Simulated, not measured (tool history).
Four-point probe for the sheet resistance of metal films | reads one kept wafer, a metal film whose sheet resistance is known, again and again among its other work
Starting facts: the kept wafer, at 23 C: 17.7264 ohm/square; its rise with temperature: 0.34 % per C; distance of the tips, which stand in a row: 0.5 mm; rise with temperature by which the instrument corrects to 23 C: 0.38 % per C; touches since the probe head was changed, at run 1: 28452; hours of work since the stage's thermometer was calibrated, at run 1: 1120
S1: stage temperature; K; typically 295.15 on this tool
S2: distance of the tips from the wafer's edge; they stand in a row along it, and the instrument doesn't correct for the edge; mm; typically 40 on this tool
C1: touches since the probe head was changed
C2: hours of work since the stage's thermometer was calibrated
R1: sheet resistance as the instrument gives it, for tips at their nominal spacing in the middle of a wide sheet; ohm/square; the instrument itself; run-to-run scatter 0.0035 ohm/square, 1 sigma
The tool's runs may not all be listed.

| run | hour | S1 | S2 | C1 | C2 | R1 |
|---|---|---|---|---|---|---|
| 1 | 0 | 295.15 | 40 | 28452 | 1120 | 17.73293 |
| 2 | 28.8 | 295.15 | 53 | 29322 | 1137 | 17.735625 |
| 3 | 59.2 | 295.15 | 6 | 30239 | 1155 | 17.798031 |
| 4 | 110.5 | 295.15 | 6 | 31790 | 1186 | 17.799458 |
| 5 | 139.7 | 295.15 | 4 | 32670 | 1203 | 17.877098 |
| 6 | 166.6 | 295.15 | 4 | 33483 | 1219 | 17.880323 |
| 7 | 212.6 | 295.15 | 40 | 34871 | 1246 | 17.731801 |
| 8 | 244.2 | 295.15 | 40 | 35827 | 1265 | 17.733137 |
| 9 | 268.3 | 295.15 | 68 | 36553 | 1279 | 17.729405 |
| 10 | 294.4 | 295.15 | 68 | 37344 | 1295 | 17.73325 |
| 11 | 323 | 295.15 | 68 | 38208 | 1312 | 17.734096 |
| 12 | 367.6 | 293.15 | 40 | 39554 | 1338 | 17.74418 |
| 13 | 402.6 | 295.15 | 40 | 40610 | 1359 | 17.733272 |
| 14 | 424 | 297.15 | 40 | 41257 | 1372 | 17.71852 |
| 15 | 473.4 | 297.15 | 40 | 42749 | 1401 | 17.719759 |
| 16 | 497.1 | 299.15 | 40 | 43465 | 1415 | 17.706843 |
| 17 | 536.3 | 307.15 | 40 | 44647 | 1438 | 17.669005 |
| 18 | 575.4 | 295.15 | 40 | 45829 | 1461 | 17.730115 |
| 19 | 623.8 | 295.15 | 40 | 47291 | 1490 | 17.733247 |
| 20 | 675.6 | 295.15 | 40 | 48854 | 1521 | 17.727394 |
| 21 | 700.3 | 295.15 | 40 | 49601 | 1536 | 17.738917 |
| 22 | 724.5 | 295.15 | 6 | 50331 | 1550 | 17.798937 |
| 23 | 757.9 | 295.15 | 6 | 51339 | 1570 | 17.802619 |
| 24 | 788.7 | 302.15 | 5 | 52270 | 1588 | 17.783955 |
| 25 | 838.8 | 297.15 | 55 | 53784 | 1618 | 17.715588 |
| 26 | 866.5 | 297.15 | 55 | 54621 | 1634 | 17.710946 |
| 27 | 912.5 | 295.15 | 8 | 56009 | 1661 | 17.766193 |
| 28 | 943.8 | 300.15 | 49 | 56955 | 1680 | 17.706665 |
| 29 | 978.1 | 306.15 | 5 | 57991 | 1700 | 17.759803 |
| 30 | 1021.7 | 306.15 | 67 | 59306 | 1726 | 17.670216 |
| 31 | 1045.4 | 306.15 | 67 | 60023 | 1740 | 17.669765 |
| 32 | 1083.9 | 300.15 | 30 | 61186 | 1763 | 17.705485 |
| 33 | 1132.7 | 295.15 | 9 | 62658 | 1792 | 17.760072 |
| 34 | 1185.3 | 292.15 | 5 | 64246 | 1823 | 17.844639 |
| 35 | 1210.7 | 292.15 | 5 | 65014 | 1838 | 17.846847 |
| 36 | 1256.1 | 292.15 | 7 | 66386 | 1865 | 17.804891 |
|  | 1261 | new probe head fitted |
| 37 | 1291 | 297.15 | 4 | 908 | 1885 | 17.863709 |
| 38 | 1315.2 | 296.15 | 9 | 1639 | 1900 | 17.749609 |
| 39 | 1343.4 | 296.15 | 9 | 2489 | 1917 | 17.755515 |
| 40 | 1380 | 307.15 | 3 | 3594 | 1938 | 17.924733 |
| 41 | 1402.3 | 307.15 | 3 | 4269 | 1951 | 17.921347 |
| 42 | 1451.9 | 295.15 | 13 | 5766 | 1981 | 17.745678 |
| 43 | 1480.4 | 305.15 | 4 | 6626 | 1998 | 17.818384 |
| 44 | 1517.2 | 305.15 | 4 | 7737 | 2020 | 17.821693 |
| 45 | 1567.2 | 305.15 | 4 | 9247 | 2049 | 17.818622 |

What differs in the tool's unlogged condition from the final listed run ahead of each entry between runs to the first listed run following it?
Runs 36 to 37: new probe head fitted (hour 1261)
  inner tips' distance over the nominal, %: -0.005 -> -0.002; tips' flats over new ones', %: 1 -> 0
